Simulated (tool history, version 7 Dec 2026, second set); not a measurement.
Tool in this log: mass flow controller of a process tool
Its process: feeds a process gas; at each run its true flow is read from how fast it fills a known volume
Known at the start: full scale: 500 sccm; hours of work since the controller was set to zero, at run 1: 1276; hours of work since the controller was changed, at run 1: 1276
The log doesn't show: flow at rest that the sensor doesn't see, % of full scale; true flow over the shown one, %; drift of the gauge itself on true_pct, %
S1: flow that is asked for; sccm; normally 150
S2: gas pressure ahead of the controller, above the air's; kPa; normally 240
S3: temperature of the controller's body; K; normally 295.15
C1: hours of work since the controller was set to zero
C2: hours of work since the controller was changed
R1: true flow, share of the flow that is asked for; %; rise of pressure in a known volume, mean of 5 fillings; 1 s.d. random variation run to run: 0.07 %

{"run": 1, "hour": 0.0, "S1": 150, "S2": 240, "S3": 295.15, "C1": 1276, "C2": 1276, "R1": 96.69}
{"run": 2, "hour": 34.6, "S1": 150, "S2": 240, "S3": 295.15, "C1": 1300, "C2": 1300, "R1": 96.72}
{"run": 3, "hour": 107.1, "S1": 150, "S2": 240, "S3": 299.15, "C1": 1350, "C2": 1350, "R1": 96.51}
{"run": 4, "hour": 148.1, "S1": 150, "S2": 240, "S3": 299.15, "C1": 1378, "C2": 1378, "R1": 96.25}
{"run": 5, "hour": 179.4, "S1": 150, "S2": 240, "S3": 298.15, "C1": 1399, "C2": 1399, "R1": 96.35}
{"run": 6, "hour": 216.8, "S1": 150, "S2": 205, "S3": 295.15, "C1": 1425, "C2": 1425, "R1": 96.59}
{"run": 7, "hour": 283.9, "S1": 94, "S2": 240, "S3": 295.15, "C1": 1471, "C2": 1471, "R1": 95.45}
{"run": 8, "hour": 331.5, "S1": 150, "S2": 240, "S3": 295.15, "C1": 1503, "C2": 1503, "R1": 96.55}
{"run": 9, "hour": 363.0, "S1": 160, "S2": 240, "S3": 295.15, "C1": 1525, "C2": 1525, "R1": 96.61}
{"run": 10, "hour": 409.7, "S1": 160, "S2": 240, "S3": 295.15, "C1": 1557, "C2": 1557, "R1": 96.41}
{"run": 11, "hour": 451.4, "S1": 359, "S2": 240, "S3": 304.15, "C1": 1586, "C2": 1586, "R1": 97.62}
{"run": 12, "hour": 510.4, "S1": 150, "S2": 195, "S3": 308.15, "C1": 1626, "C2": 1626, "R1": 95.44}
{"run": 13, "hour": 572.8, "S1": 150, "S2": 195, "S3": 299.15, "C1": 1669, "C2": 1669, "R1": 96.07}
{"run": 14, "hour": 620.5, "S1": 401, "S2": 195, "S3": 294.15, "C1": 1702, "C2": 1702, "R1": 98.83}
{"run": 15, "hour": 655.7, "S1": 59, "S2": 206, "S3": 296.15, "C1": 1726, "C2": 1726, "R1": 93.8}
{"run": 16, "hour": 692.5, "S1": 473, "S2": 149, "S3": 304.15, "C1": 1751, "C2": 1751, "R1": 98.69}
{"run": 17, "hour": 734.4, "S1": 150, "S2": 186, "S3": 296.15, "C1": 1780, "C2": 1780, "R1": 96.3}

Each row is a separate what-if for the run after 17, all from the same tool condition, not one after another. Results?
{"run": "A", "hour": 806.5, "S1": 337, "S2": 186, "S3": 296.15, "C1": 1829, "C2": 1829, "R1": "?"}
{"run": "B", "hour": 806.5, "S1": 348, "S2": 186, "S3": 304.15, "C1": 1829, "C2": 1829, "R1": "?"}
{"run": "C", "hour": 806.5, "S1": 291, "S2": 181, "S3": 305.15, "C1": 1829, "C2": 1829, "R1": "?"}
{"run": "D", "hour": 806.5, "S1": 89, "S2": 252, "S3": 295.15, "C1": 1829, "C2": 1829, "R1": "?"}
{"run": "E", "hour": 806.5, "S1": 150, "S2": 234, "S3": 295.15, "C1": 1829, "C2": 1829, "R1": "?"}

run=A R1=98.09
run=B R1=97.49
run=C R1=96.93
run=D R1=94.89
run=E R1=96.09
What these runs would have given with no unlogged condition in the tool:
run=A R1=99.11
run=B R1=98.50
run=C R1=98.04
run=D R1=97.48
run=E R1=97.81
